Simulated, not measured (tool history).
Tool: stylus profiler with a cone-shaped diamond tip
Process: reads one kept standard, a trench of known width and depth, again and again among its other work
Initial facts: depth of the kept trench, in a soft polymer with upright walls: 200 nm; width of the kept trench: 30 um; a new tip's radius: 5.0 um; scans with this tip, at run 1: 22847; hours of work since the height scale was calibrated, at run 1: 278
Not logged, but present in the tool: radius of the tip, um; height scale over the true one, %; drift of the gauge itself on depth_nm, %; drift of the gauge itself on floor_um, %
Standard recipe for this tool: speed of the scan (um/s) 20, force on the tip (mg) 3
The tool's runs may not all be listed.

run,day,speed of the scan (um/s),force on the tip (mg),scans with this tip,hours of work since the height scale was calibrated,depth of the trench (angstrom),width of the trench's floor (um)
1,0,20,3,22847,278,2029.9,26.54
2,4.338,20,3,23373,328,2030.3,26.47
3,8.858,10,3,23922,380,2027.7,26.49
4,14.3,20,3,24582,443,2029.4,26.45
5,19.85,20,3,25256,507,2028.6,26.48
6,24.925,20,3,25872,565,2027.5,26.43
7,28.767,20,3,26338,609,2026.9,26.46
8,31.896,20,3,26718,645,2027.4,26.44
9,36.746,20,3,27306,701,2026.6,26.38
10,42.325,66,7.23,27983,765,2052.2,26.31
11,46.208,72,1.98,28455,810,2017.4,26.18
12,48.779,61,3,28767,839,2026,26.17
13,53.817,7,3.25,29378,897,2027.2,26.37
# day 54.996: height scale calibrated on a step standard
14,57.788,7,3.25,29857,32,2034.3,26.43

3 options for the next run, each taken on its own from the tool as it stands now. Forecast them:
A,63.012,15,7.97,30491,92,?,?
B,63.012,12,3.25,30491,92,?,?
C,63.012,7,2.59,30491,92,?,?

run,depth of the trench (angstrom),width of the trench's floor (um)
A,2060,26.41
B,2034.2,26.36
C,2028.4,26.33
Without the tool's hidden state the same runs would have given:
run,depth of the trench (angstrom),width of the trench's floor (um)
A,2060.7,27.24
B,2034.8,27.18
C,2029.1,27.15

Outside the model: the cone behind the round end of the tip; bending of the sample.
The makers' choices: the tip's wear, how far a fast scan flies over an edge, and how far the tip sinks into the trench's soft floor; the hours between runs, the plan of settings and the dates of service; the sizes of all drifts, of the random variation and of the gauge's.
